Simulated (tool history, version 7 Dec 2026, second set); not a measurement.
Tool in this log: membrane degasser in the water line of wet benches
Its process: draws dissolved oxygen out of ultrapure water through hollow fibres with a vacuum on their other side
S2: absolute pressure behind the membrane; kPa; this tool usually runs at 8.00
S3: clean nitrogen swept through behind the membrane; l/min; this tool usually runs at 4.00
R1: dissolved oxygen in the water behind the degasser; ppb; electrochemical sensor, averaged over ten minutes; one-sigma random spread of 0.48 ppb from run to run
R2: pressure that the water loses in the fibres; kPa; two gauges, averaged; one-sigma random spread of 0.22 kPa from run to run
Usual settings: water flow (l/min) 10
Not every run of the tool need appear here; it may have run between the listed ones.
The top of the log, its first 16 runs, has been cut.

run 17 day=163.946 | water_flow_(l/min)=11 S2=9.06 S3=6.14 | R1=39.0 R2=60.19
run 18 day=175.333 | water_flow_(l/min)=11 S2=9.06 S3=6.14 | R1=38.7 R2=60.03
run 19 day=182.642 | water_flow_(l/min)=7 S2=9.95 S3=4.57 | R1=26.8 R2=38.07
run 20 day=188.550 | water_flow_(l/min)=13 S2=5.95 S3=4.57 | R1=49.3 R2=70.64
run 21 day=199.483 | water_flow_(l/min)=13 S2=8.00 S3=4.00 | R1=68.1 R2=70.62
run 22 day=207.362 | water_flow_(l/min)=11 S2=14.72 S3=4.00 | R1=90.5 R2=60.23
run 23 day=214.962 | water_flow_(l/min)=11 S2=11.46 S3=2.28 | R1=109.1 R2=59.95
run 24 day=226.512 | water_flow_(l/min)=10 S2=15.98 S3=4.00 | R1=86.9 R2=54.28
run 25 day=235.429 | water_flow_(l/min)=10 S2=15.98 S3=4.00 | R1=85.9 R2=53.98
run 26 day=244.362 | water_flow_(l/min)=11 S2=15.98 S3=3.00 | R1=128.6 R2=59.55
run 27 day=249.933 | water_flow_(l/min)=12 S2=7.27 S3=4.00 | R1=51.1 R2=64.82
run 28 day=260.683 | water_flow_(l/min)=12 S2=7.27 S3=4.00 | R1=51.7 R2=64.66
run 29 day=271.471 | water_flow_(l/min)=8 S2=10.28 S3=4.00 | R1=37.5 R2=43.23
run 30 day=281.917 | water_flow_(l/min)=15 S2=14.14 S3=2.07 | R1=237.3 R2=80.65
run 31 day=289.875 | water_flow_(l/min)=15 S2=14.14 S3=2.35 | R1=221.8 R2=80.76

Forecast each of these 5 alternatives for the next run:
run A day=300.758 | water_flow_(l/min)=7 S2=14.14 S3=2.35 | R1=? R2=?
run B day=300.758 | water_flow_(l/min)=8 S2=12.39 S3=1.81 | R1=? R2=?
run C day=300.758 | water_flow_(l/min)=15 S2=16.56 S3=2.35 | R1=? R2=?
run D day=300.758 | water_flow_(l/min)=10 S2=5.01 S3=4.00 | R1=? R2=?
run E day=300.758 | water_flow_(l/min)=9 S2=10.64 S3=7.75 | R1=? R2=?

run=A R1=80.3 R2=37.68
run=B R1=100.7 R2=43.54
run=C R1=259.4 R2=80.90
run=D R1=18.9 R2=54.02
run=E R1=25.7 R2=48.30
With no hidden state in the tool, these same runs would have given:
run=A R1=80.3 R2=38.67
run=B R1=100.6 R2=44.67
run=C R1=259.0 R2=83.01
run=D R1=18.8 R2=55.43
run=E R1=25.6 R2=49.56

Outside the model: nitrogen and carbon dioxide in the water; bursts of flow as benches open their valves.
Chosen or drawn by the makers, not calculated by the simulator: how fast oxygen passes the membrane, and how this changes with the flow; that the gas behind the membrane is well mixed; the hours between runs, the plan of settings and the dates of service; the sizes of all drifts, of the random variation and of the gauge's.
